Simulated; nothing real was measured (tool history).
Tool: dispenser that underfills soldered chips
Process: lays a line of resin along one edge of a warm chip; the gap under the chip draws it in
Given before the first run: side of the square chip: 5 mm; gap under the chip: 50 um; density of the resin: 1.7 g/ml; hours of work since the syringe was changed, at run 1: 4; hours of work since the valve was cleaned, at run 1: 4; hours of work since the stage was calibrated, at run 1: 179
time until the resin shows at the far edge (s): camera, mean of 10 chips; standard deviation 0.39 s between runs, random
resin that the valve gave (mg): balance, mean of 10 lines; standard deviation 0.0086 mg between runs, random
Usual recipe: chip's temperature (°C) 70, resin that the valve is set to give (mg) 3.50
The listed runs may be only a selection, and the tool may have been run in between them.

run,hour,chip's temperature (°C),resin that the valve is set to give (mg),hours of work since the syringe was changed,hours of work since the valve was cleaned,hours of work since the stage was calibrated,time until the resin shows at the far edge (s),resin that the valve gave (mg)
1,0.0,70,3.50,4,4,179,31.8,3.487
# hour 6.2: new syringe of resin
2,8.7,70,3.50,2,9,184,27.9,3.471
# hour 17.8: new syringe of resin
3,19.0,70,3.50,1,16,191,26.7,3.458
4,28.5,85,3.50,7,22,197,23.1,3.455
# hour 29.4: new syringe of resin
5,38.5,85,3.50,6,28,204,22.1,3.422
# hour 41.2: new syringe of resin
6,48.2,85,3.50,5,35,210,20.3,3.416
# hour 53.5: new syringe of resin
7,58.4,85,3.50,3,41,216,17.9,3.402
# hour 64.7: dispensing valve cleaned and set on the balance
# hour 66.7: new syringe of resin
8,68.8,79,3.50,1,2,222,20.9,3.488
9,75.6,79,3.50,6,7,227,25.9,3.500
# hour 78.5: new syringe of resin
10,81.6,58,3.50,2,11,230,44.8,3.479
11,88.3,58,3.50,6,15,235,57.0,3.468
# hour 90.0: new syringe of resin
12,97.3,74,3.07,5,21,241,29.9,3.018
# hour 101.6: new syringe of resin
13,106.3,79,4.42,3,27,246,22.0,4.352
# hour 113.4: new syringe of resin
14,115.0,73,3.43,1,32,252,24.9,3.369
15,121.0,80,4.15,5,36,256,24.0,4.054
# hour 125.0: new syringe of resin
16,127.6,80,4.15,2,40,260,20.2,4.037
17,132.7,55,3.61,5,43,263,59.7,3.512

Predict the results of run 18:
# hour 135.0: dispensing valve cleaned and set on the balance
# hour 138.0: new syringe of resin
18,141.8,55,3.44,2,4,268,?,?

time until the resin shows at the far edge (s): 52.0
resin that the valve gave (mg): 3.424
With the hidden condition absent and the run-to-run variation left alone, this run would have shown time until the resin shows at the far edge (s) 42.4, resin that the valve gave (mg) 3.435.
